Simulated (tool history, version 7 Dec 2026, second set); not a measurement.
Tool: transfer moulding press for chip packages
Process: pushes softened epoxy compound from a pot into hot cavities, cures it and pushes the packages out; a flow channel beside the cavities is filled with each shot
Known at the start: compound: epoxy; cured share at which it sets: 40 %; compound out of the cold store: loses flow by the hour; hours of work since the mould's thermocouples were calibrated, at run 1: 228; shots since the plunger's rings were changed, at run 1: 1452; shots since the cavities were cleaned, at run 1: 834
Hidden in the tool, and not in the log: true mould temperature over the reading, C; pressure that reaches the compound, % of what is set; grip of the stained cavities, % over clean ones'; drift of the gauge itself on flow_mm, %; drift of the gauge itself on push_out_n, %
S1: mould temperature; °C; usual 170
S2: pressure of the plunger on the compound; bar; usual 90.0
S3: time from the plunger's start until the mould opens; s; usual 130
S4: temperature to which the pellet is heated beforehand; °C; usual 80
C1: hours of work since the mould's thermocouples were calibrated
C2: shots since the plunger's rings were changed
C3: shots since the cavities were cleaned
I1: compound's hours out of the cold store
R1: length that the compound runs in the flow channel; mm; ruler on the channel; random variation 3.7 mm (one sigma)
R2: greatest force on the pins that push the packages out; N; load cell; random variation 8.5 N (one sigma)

run  hour   S1    S2   S3  S4   C1    C2   C3    I1   R1   R2
  1   0.0  170  90.0  130  80  228  1452  834  39.2  755  377
  2   7.8  170  90.0  130  80  232  1506  888  15.7  826  366
  3  13.3  170  90.0  130  80  235  1545  927  27.5  794  388
  4  18.7  170  90.0  130  80  238  1583  965  15.7  824  403
     24.6  -- cavities cleaned with cleaning compound and waxed
  5  26.5  170  90.0  130  80  241  1627   14  39.7  763  366
  6  39.1  170  90.0  130  80  247  1715  102  16.8  821  382
  7  47.3  170  72.4  159  80  251  1773  160  46.5  671  347
  8  59.2  170  72.4  159  80  257  1856  243  10.0  758  338
  9  67.3  170  72.4  117  85  261  1913  300  37.9  692  425
 10  75.5  170  72.4  117  85  265  1970  357  16.9  738  440
 11  81.2  170  90.0  128  81  267  2010  397  28.3  792  374

How the hidden state differs across the entries between the runs, from the last listed run before each to the first after it:
Between runs 4 and 5: cavities cleaned with cleaning compound and waxed (hour 24.6)
  grip of the stained cavities, % over clean ones': 1.1 -> 0.1

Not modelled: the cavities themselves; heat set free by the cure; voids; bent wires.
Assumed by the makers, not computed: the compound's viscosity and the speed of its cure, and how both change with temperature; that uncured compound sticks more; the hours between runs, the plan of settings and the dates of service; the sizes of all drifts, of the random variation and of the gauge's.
